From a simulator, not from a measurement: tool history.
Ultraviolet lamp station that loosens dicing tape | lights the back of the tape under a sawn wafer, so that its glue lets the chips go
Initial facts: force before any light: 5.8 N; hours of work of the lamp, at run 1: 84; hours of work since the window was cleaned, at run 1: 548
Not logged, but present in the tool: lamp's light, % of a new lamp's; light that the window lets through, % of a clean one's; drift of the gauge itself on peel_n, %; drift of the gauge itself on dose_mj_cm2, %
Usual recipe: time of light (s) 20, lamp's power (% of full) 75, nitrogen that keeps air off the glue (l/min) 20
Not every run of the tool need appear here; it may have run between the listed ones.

run   hour  time of light (s)  lamp's power (% of full)  nitrogen that keeps air off the glue (l/min)  hours of work of the lamp  hours of work since the window was cleaned  force that peels the tape off (N)  light that reached the tape (mJ/cm2)
  1    0.0                 20                        75                                            20                         84                                         548                              0.348                                   212
  2   15.0                 20                        75                                            29                         90                                         554                              0.292                                   210
  3   23.2                 20                        75                                            29                         94                                         557                              0.311                                   211
  4   37.7                 20                        75                                            29                        100                                         564                              0.308                                   209
  5   48.1                 20                        75                                            16                        104                                         568                              0.414                                   212
      51.9  -- window cleaned of glue's vapour
  6   64.1                 20                        75                                            15                        111                                           5                              0.528                                   185
  7   73.4                 20                        75                                            20                        115                                           9                              0.460                                   186
  8   84.5                 20                        75                                            20                        119                                          14                              0.461                                   185
  9   94.2                 20                        75                                            20                        123                                          18                              0.454                                   190
 10  112.4                 20                        75                                            20                        131                                          26                              0.453                                   184
 11  130.5                 20                        75                                             8                        139                                          33                              0.765                                   185
 12  144.3                 20                        75                                             8                        145                                          39                              0.749                                   184
     156.6  -- window cleaned of glue's vapour, once more
 13  157.7                 20                        83                                            20                        150                                           0                              0.229                                   268
 14  166.9                 30                        75                                            19                        154                                           4                              0.153                                   362
 15  175.6                 30                       100                                            19                        158                                           8                              0.143                                   473

Run 16, settings as shown, results not yet in. Your forecast:
 16  188.9                 30                       100                                            19                        163                                          14                                  ?                                     ?

Run 16 produced force that peels the tape off (N) 0.129, light that reached the tape (mJ/cm2) 475.
Without the tool's hidden state the same run would have given force that peels the tape off (N) 0.127, light that reached the tape (mJ/cm2) 511.

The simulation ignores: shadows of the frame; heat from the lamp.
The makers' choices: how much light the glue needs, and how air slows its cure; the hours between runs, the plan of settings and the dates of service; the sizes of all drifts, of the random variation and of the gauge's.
